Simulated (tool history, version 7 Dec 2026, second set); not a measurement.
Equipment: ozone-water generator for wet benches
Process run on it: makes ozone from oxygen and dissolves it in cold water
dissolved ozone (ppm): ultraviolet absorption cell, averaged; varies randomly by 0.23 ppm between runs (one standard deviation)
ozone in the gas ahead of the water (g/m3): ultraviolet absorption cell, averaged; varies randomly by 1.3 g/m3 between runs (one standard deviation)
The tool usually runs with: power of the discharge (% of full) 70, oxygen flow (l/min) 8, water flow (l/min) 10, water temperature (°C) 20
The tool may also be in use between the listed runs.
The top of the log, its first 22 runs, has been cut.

run     day  power of the discharge (% of full)  oxygen flow (l/min)  water flow (l/min)  water temperature (°C)  hours of work since the electrodes were changed  hours of work since the contactor was cleaned  hours of work since the thermometer was calibrated  dissolved ozone (ppm)  ozone in the gas ahead of the water (g/m3)
 23  30.479                                  72                 5.27                   9                      20                                             1450                                           4248                                                1980                   42.4                                       292.2
 24  31.654                                  43                 4.72                  16                      20                                             1471                                           4269                                                2001                     20                                       234.1
 25  32.546                                  61                    8                   6                      16                                             1487                                           4285                                                2017                   48.5                                       213.5
 26    34.1                                  61                    8                   9                      16                                             1515                                           4313                                                2045                   38.3                                       214.5
 27  35.867                                  63                    8                   7                      28                                             1547                                           4345                                                2077                   33.2                                       217.8
 28  36.879                                  50                  5.2                   7                      26                                             1565                                           4363                                                2095                   35.5                                         241
 29   37.85                                  85                 4.61                  10                      27                                             1582                                           4380                                                2113                   38.2                                       343.3
 30   38.95                                  74                 4.61                  16                      27                                             1602                                           4400                                                2133                   24.4                                         323
 31  40.804                                  76                 9.67                  16                      27                                             1635                                           4434                                                2166                   21.5                                       220.2
 32  41.792                                  83                12.32                  11                      14                                             1653                                           4451                                                2184                   37.1                                       199.9
 33  42.638                                  83                12.32                  11                      14                                             1668                                           4467                                                2199                   36.8                                       199.2

Consider 3 possible next runs. They are alternatives, not a sequence: every one starts from the tool as it was left by run 33. What does each give?
  A  44.2                                  83                12.32                   7                      14                                             1696                                           4495                                                2227                      ?                                           ?
  B  44.2                                  53                12.32                  11                      14                                             1696                                           4495                                                2227                      ?                                           ?
  C  44.2                                  70                 6.16                  10                      20                                             1696                                           4495                                                2227                      ?                                           ?

run  dissolved ozone (ppm)  ozone in the gas ahead of the water (g/m3)
  A                   47.4                                       198.5
  B                   29.1                                       154.2
  C                   37.5                                         266
Stripped of hidden state, with their random variation kept, the same runs would have yielded:
run  dissolved ozone (ppm)  ozone in the gas ahead of the water (g/m3)
  A                   47.5                                       198.6
  B                   29.1                                       154.3
  C                   37.6                                       266.2
